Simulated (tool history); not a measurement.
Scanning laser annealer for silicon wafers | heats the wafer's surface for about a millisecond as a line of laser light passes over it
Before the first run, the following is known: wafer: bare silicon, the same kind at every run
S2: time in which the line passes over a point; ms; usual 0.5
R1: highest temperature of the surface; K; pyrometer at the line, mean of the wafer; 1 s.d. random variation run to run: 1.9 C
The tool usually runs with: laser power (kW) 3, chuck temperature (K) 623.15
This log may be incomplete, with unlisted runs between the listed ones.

{"run": 1, "hour": 0.0, "laser power (kW)": 3, "S2": 0.5, "chuck temperature (K)": 623.15, "R1": 1424.15}
{"run": 2, "hour": 10.3, "laser power (kW)": 3, "S2": 0.5, "chuck temperature (K)": 623.15, "R1": 1423.15}
{"run": 3, "hour": 17.6, "laser power (kW)": 3, "S2": 0.5, "chuck temperature (K)": 623.15, "R1": 1421.15}
{"hour": 23.5, "done": "optics aligned, line set to its width"}
{"run": 4, "hour": 29.7, "laser power (kW)": 3.123, "S2": 0.5, "chuck temperature (K)": 623.15, "R1": 1459.15}
{"run": 5, "hour": 41.8, "laser power (kW)": 3.123, "S2": 0.5, "chuck temperature (K)": 623.15, "R1": 1458.15}
{"run": 6, "hour": 56.3, "laser power (kW)": 3.07, "S2": 0.5, "chuck temperature (K)": 623.15, "R1": 1440.15}
{"run": 7, "hour": 67.9, "laser power (kW)": 3, "S2": 0.452, "chuck temperature (K)": 600.15, "R1": 1361.15}
{"hour": 88.4, "done": "optics aligned, line set to its width, once more"}
{"run": 8, "hour": 88.4, "laser power (kW)": 2.625, "S2": 0.404, "chuck temperature (K)": 623.15, "R1": 1242.15}
{"run": 9, "hour": 100.6, "laser power (kW)": 2.625, "S2": 0.404, "chuck temperature (K)": 623.15, "R1": 1242.15}
{"run": 10, "hour": 116.2, "laser power (kW)": 2.625, "S2": 0.404, "chuck temperature (K)": 623.15, "R1": 1239.15}
{"run": 11, "hour": 130.3, "laser power (kW)": 2.625, "S2": 0.404, "chuck temperature (K)": 623.15, "R1": 1238.15}

Branching from run 11: 5 alternative next runs. What would each branch give?
{"run": "A", "hour": 139.5, "laser power (kW)": 2.79, "S2": 0.404, "chuck temperature (K)": 590.15, "R1": "?"}
{"run": "B", "hour": 139.5, "laser power (kW)": 2.821, "S2": 0.547, "chuck temperature (K)": 633.15, "R1": "?"}
{"run": "C", "hour": 139.5, "laser power (kW)": 2.947, "S2": 0.39, "chuck temperature (K)": 617.15, "R1": "?"}
{"run": "D", "hour": 139.5, "laser power (kW)": 3, "S2": 0.5, "chuck temperature (K)": 609.15, "R1": "?"}
{"run": "E", "hour": 139.5, "laser power (kW)": 3.259, "S2": 0.6, "chuck temperature (K)": 643.15, "R1": "?"}

run=A R1=1254.15
run=B R1=1396.15
run=C R1=1316.15
run=D R1=1404.15
run=E R1=1594.15
The same runs, with their run-to-run variation unchanged, on a tool lacking any hidden condition would have given:
run=A R1=1267.15
run=B R1=1411.15
run=C R1=1330.15
run=D R1=1419.15
run=E R1=1613.15
